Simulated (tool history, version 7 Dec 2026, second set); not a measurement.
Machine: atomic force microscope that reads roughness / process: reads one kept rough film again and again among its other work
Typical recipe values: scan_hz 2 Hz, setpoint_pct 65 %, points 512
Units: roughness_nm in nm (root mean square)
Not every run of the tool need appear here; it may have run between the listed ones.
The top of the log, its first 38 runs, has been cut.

{"hour": 288.4, "done": "new tip fitted"}
{"run": 39, "hour": 290.3, "scan_hz": 2, "setpoint_pct": 74, "points": 512, "roughness_nm": 2.87}
{"run": 40, "hour": 299.7, "scan_hz": 2.53, "setpoint_pct": 70, "points": 512, "roughness_nm": 2.663}
{"run": 41, "hour": 304.4, "scan_hz": 0.89, "setpoint_pct": 65, "points": 512, "roughness_nm": 2.818}
{"run": 42, "hour": 310.1, "scan_hz": 0.89, "setpoint_pct": 65, "points": 512, "roughness_nm": 2.698}
{"run": 43, "hour": 317.9, "scan_hz": 3.81, "setpoint_pct": 87, "points": 392, "roughness_nm": 1.742}
{"run": 44, "hour": 328.5, "scan_hz": 3.81, "setpoint_pct": 87, "points": 392, "roughness_nm": 1.635}
{"hour": 335.6, "done": "new tip fitted"}
{"run": 45, "hour": 337.4, "scan_hz": 3.81, "setpoint_pct": 87, "points": 399, "roughness_nm": 2.156}
{"run": 46, "hour": 346.5, "scan_hz": 1.23, "setpoint_pct": 65, "points": 477, "roughness_nm": 2.874}
{"run": 47, "hour": 356.7, "scan_hz": 1.23, "setpoint_pct": 65, "points": 477, "roughness_nm": 2.695}
{"run": 48, "hour": 361.9, "scan_hz": 1.23, "setpoint_pct": 65, "points": 477, "roughness_nm": 2.572}
{"run": 49, "hour": 366.6, "scan_hz": 1.51, "setpoint_pct": 65, "points": 477, "roughness_nm": 2.462}
{"run": 50, "hour": 374.1, "scan_hz": 1.51, "setpoint_pct": 65, "points": 477, "roughness_nm": 2.346}
{"hour": 382.8, "done": "new tip fitted"}
{"run": 51, "hour": 383.4, "scan_hz": 1.42, "setpoint_pct": 86, "points": 759, "roughness_nm": 2.819}
{"run": 52, "hour": 392.4, "scan_hz": 0.89, "setpoint_pct": 66, "points": 329, "roughness_nm": 2.966}

Each row is a separate what-if for the run after 52, all from the same tool condition, not one after another. Results?
{"run": "A", "hour": 401.8, "scan_hz": 0.95, "setpoint_pct": 73, "points": 329, "roughness_nm": "?"}
{"run": "B", "hour": 401.8, "scan_hz": 1.17, "setpoint_pct": 66, "points": 795, "roughness_nm": "?"}
{"run": "C", "hour": 401.8, "scan_hz": 1.35, "setpoint_pct": 84, "points": 297, "roughness_nm": "?"}
{"run": "D", "hour": 401.8, "scan_hz": 0.89, "setpoint_pct": 84, "points": 329, "roughness_nm": "?"}
{"run": "E", "hour": 401.8, "scan_hz": 1.37, "setpoint_pct": 85, "points": 320, "roughness_nm": "?"}

run=A roughness_nm=2.667
run=B roughness_nm=2.731
run=C roughness_nm=2.455
run=D roughness_nm=2.59
run=E roughness_nm=2.436
With the hidden condition removed and each run's random variation left untouched, the same runs would have given:
run=A roughness_nm=3.117
run=B roughness_nm=3.191
run=C roughness_nm=2.87
run=D roughness_nm=3.026
run=E roughness_nm=2.846
